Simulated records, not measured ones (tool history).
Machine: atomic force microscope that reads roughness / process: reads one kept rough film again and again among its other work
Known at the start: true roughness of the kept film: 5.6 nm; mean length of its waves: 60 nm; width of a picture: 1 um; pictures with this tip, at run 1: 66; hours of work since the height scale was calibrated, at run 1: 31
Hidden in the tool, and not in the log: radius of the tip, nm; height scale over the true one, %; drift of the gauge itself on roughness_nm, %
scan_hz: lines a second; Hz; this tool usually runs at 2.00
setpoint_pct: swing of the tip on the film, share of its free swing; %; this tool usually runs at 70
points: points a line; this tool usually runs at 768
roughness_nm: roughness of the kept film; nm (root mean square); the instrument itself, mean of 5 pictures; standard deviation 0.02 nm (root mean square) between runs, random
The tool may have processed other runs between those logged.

run	day	scan_hz	setpoint_pct	points	pictures with this tip	hours of work since the height scale was calibrated	roughness_nm
1	0.000	2.00	70	768	66	31	4.664
2	0.262	2.00	70	768	72	35	4.643
3	0.483	2.00	70	681	76	38	4.657
4	0.783	2.00	70	768	82	41	4.632
5	1.096	2.00	70	768	89	45	4.613
6	1.417	2.00	70	768	96	49	4.596
7	1.867	2.00	70	768	105	55	4.585
8	2.312	2.00	70	768	115	61	4.580
# day 2.375: height scale calibrated on a step standard
9	2.717	2.00	70	768	122	4	4.581
10	3.050	2.00	70	875	129	9	4.516

Predict the results of run 11:
11	3.262	2.23	70	642	134	11	?

{"run 11": {"roughness_nm": 4.479}}
Minus the tool's unlogged condition, the same run would have read roughness_nm 4.806 nm (root mean square).

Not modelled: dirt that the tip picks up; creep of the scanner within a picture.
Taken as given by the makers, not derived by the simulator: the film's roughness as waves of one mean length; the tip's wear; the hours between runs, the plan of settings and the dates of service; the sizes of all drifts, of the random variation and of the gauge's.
